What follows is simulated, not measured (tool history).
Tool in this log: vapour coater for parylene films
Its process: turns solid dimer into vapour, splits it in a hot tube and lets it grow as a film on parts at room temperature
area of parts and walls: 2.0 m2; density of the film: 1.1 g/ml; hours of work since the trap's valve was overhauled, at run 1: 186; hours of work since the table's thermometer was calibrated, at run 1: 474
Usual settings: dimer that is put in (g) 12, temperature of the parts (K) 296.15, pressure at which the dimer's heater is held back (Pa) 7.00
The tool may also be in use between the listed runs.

run,hour,dimer that is put in (g),temperature of the parts (K),pressure at which the dimer's heater is held back (Pa),hours of work since the trap's valve was overhauled,hours of work since the table's thermometer was calibrated,thickness of the film (nm)
1,0.0,12,296.15,7.00,186,474,2590
2,50.4,12,296.15,7.00,215,504,2590
3,84.4,12,296.15,7.00,235,524,2560
4,116.6,12,296.15,7.00,254,543,2520
5,161.7,12,296.15,7.00,281,570,2500
6,185.1,12,296.15,3.19,295,584,2980
7,233.2,12,291.15,7.00,323,612,2750
8,277.0,12,296.15,10.96,349,638,2220
9,327.4,12,296.15,10.96,379,668,2230
10,349.6,12,296.15,10.96,392,681,2210
11,380.1,12,296.15,7.00,410,699,2420
12,418.0,12,296.15,7.00,432,721,2390
# hour 452.1: trap's valve overhauled
13,461.0,12,296.15,7.00,5,744,2760
14,483.7,12,296.15,7.00,19,758,2730
15,504.7,12,296.15,7.00,31,770,2770
16,532.0,12,296.15,7.00,47,786,2720
17,554.8,12,296.15,7.00,61,800,2710
18,586.8,16,296.15,5.58,80,818,3750
19,620.9,7,295.15,2.46,100,839,1990
20,648.5,15,307.15,8.77,116,855,2580
21,676.5,12,291.15,11.41,133,871,2620
22,722.0,12,296.15,2.86,159,898,3120
23,748.8,12,296.15,2.86,175,914,3140
24,797.2,12,296.15,2.86,204,943,3180
25,831.4,12,296.15,2.86,224,963,3080
26,875.7,15,295.15,2.71,250,989,3940
27,916.7,9,295.15,2.71,274,1013,2360
28,939.6,12,296.15,2.18,288,1027,3250
29,988.7,10,304.15,2.30,317,1056,2250
30,1035.6,10,304.15,2.30,345,1083,2220

Consider 5 possible next runs. They are alternatives, not a sequence: every one starts from the tool as it was left by run 30. What does each give?
A,1068.4,7,304.15,2.30,364,1103,?
B,1068.4,14,304.15,7.43,364,1103,?
C,1068.4,11,304.15,10.18,364,1103,?
D,1068.4,10,301.15,2.89,364,1103,?
E,1068.4,12,291.15,2.19,364,1103,?

run,thickness of the film (nm)
A,1560
B,2430
C,1800
D,2280
E,3460
With the hidden condition removed and each run's random variation left untouched, the same runs would have given:
run,thickness of the film (nm)
A,1780
B,2780
C,2050
D,2600
E,3950
